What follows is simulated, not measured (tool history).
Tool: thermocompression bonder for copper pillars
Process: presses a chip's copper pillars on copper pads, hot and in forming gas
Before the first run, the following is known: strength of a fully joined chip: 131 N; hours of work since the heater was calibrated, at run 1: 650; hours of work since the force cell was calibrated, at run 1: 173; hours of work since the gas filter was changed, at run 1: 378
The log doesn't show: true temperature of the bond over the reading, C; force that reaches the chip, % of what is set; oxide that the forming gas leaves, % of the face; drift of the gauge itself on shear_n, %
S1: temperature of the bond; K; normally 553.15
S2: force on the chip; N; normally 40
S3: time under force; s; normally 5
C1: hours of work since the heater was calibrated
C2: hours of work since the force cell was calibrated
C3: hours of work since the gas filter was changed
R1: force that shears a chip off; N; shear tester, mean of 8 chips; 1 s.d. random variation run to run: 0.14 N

| run | hour | S1 | S2 | S3 | C1 | C2 | C3 | R1 |
|---|---|---|---|---|---|---|---|---|
| 1 | 0.0 | 553.15 | 40 | 5 | 650 | 173 | 378 | 46.7 |
| 2 | 11.2 | 553.15 | 40 | 5 | 659 | 182 | 387 | 46.8 |
| 3 | 18.4 | 553.15 | 40 | 5 | 665 | 188 | 393 | 46.3 |
| 4 | 27.2 | 553.15 | 40 | 5 | 672 | 195 | 400 | 46.4 |
| 5 | 33.9 | 553.15 | 40 | 5 | 677 | 200 | 405 | 46.4 |
| 6 | 38.7 | 553.15 | 40 | 5 | 681 | 204 | 409 | 46.3 |
| 7 | 43.4 | 553.15 | 40 | 5 | 684 | 207 | 412 | 46.4 |
| 8 | 50.1 | 553.15 | 40 | 5 | 690 | 212 | 418 | 46.5 |
| 9 | 57.4 | 553.15 | 40 | 5 | 695 | 218 | 423 | 46.2 |
| 10 | 68.3 | 553.15 | 25 | 5 | 704 | 227 | 432 | 36.0 |
| 11 | 79.2 | 553.15 | 25 | 5 | 712 | 235 | 440 | 36.3 |
| 12 | 84.5 | 553.15 | 40 | 5 | 717 | 239 | 445 | 46.0 |
|  | 85.9 | forming gas filter changed |
| 13 | 95.2 | 535.15 | 40 | 5 | 724 | 247 | 7 | 34.6 |
| 14 | 101.7 | 533.15 | 40 | 5 | 730 | 253 | 12 | 33.4 |
| 15 | 107.8 | 553.15 | 40 | 15 | 734 | 257 | 17 | 69.2 |
| 16 | 114.7 | 553.15 | 40 | 15 | 740 | 263 | 23 | 68.9 |
| 17 | 125.2 | 553.15 | 40 | 15 | 748 | 271 | 31 | 68.8 |
| 18 | 136.8 | 553.15 | 40 | 5 | 757 | 280 | 40 | 45.9 |
| 19 | 145.9 | 553.15 | 40 | 5 | 764 | 287 | 47 | 45.8 |
|  | 152.9 | gauge calibrated |
| 20 | 156.3 | 553.15 | 40 | 5 | 772 | 295 | 55 | 46.7 |
| 21 | 165.7 | 553.15 | 25 | 5 | 780 | 303 | 62 | 36.7 |
| 22 | 172.4 | 553.15 | 40 | 3 | 785 | 308 | 68 | 37.7 |
| 23 | 177.8 | 553.15 | 40 | 3 | 789 | 312 | 72 | 37.7 |
| 24 | 184.2 | 553.15 | 40 | 3 | 794 | 317 | 77 | 37.9 |
| 25 | 190.9 | 577.15 | 26 | 9 | 799 | 322 | 82 | 65.2 |
| 26 | 202.1 | 570.15 | 40 | 5 | 808 | 331 | 91 | 58.8 |
| 27 | 209.7 | 570.15 | 40 | 5 | 814 | 337 | 97 | 58.7 |
| 28 | 218.2 | 570.15 | 40 | 5 | 821 | 344 | 104 | 58.6 |
| 29 | 224.5 | 574.15 | 26 | 7 | 826 | 349 | 109 | 57.3 |
| 30 | 233.3 | 574.15 | 26 | 7 | 833 | 356 | 115 | 57.2 |
| 31 | 239.0 | 553.15 | 59 | 5 | 837 | 360 | 120 | 55.7 |
| 32 | 244.3 | 529.15 | 37 | 12 | 841 | 364 | 124 | 43.4 |
| 33 | 252.4 | 529.15 | 37 | 12 | 848 | 370 | 130 | 43.2 |
| 34 | 262.4 | 548.15 | 40 | 5 | 855 | 378 | 138 | 42.8 |
| 35 | 273.6 | 574.15 | 40 | 8 | 864 | 387 | 147 | 71.6 |
| 36 | 285.3 | 574.15 | 40 | 8 | 873 | 396 | 156 | 72.1 |
| 37 | 295.0 | 534.15 | 27 | 5 | 881 | 404 | 164 | 27.3 |
| 38 | 301.4 | 534.15 | 27 | 5 | 886 | 409 | 169 | 27.3 |
| 39 | 312.8 | 542.15 | 38 | 4 | 895 | 418 | 178 | 34.4 |
| 40 | 321.5 | 560.15 | 40 | 5 | 902 | 425 | 184 | 50.5 |
| 41 | 331.0 | 560.15 | 40 | 6 | 909 | 432 | 192 | 54.0 |

Branching from run 41: 3 alternative next runs. What would each branch give?
| A | 340.8 | 560.15 | 42 | 6 | 917 | 440 | 200 | ? |
| B | 340.8 | 560.15 | 52 | 12 | 917 | 440 | 200 | ? |
| C | 340.8 | 553.15 | 51 | 3 | 917 | 440 | 200 | ? |

| run | R1 |
|---|---|
| A | 55.4 |
| B | 76.9 |
| C | 42.0 |
Without the tool's unlogged condition, the same runs would have read:
| run | R1 |
|---|---|
| A | 56.5 |
| B | 78.5 |
| C | 42.9 |

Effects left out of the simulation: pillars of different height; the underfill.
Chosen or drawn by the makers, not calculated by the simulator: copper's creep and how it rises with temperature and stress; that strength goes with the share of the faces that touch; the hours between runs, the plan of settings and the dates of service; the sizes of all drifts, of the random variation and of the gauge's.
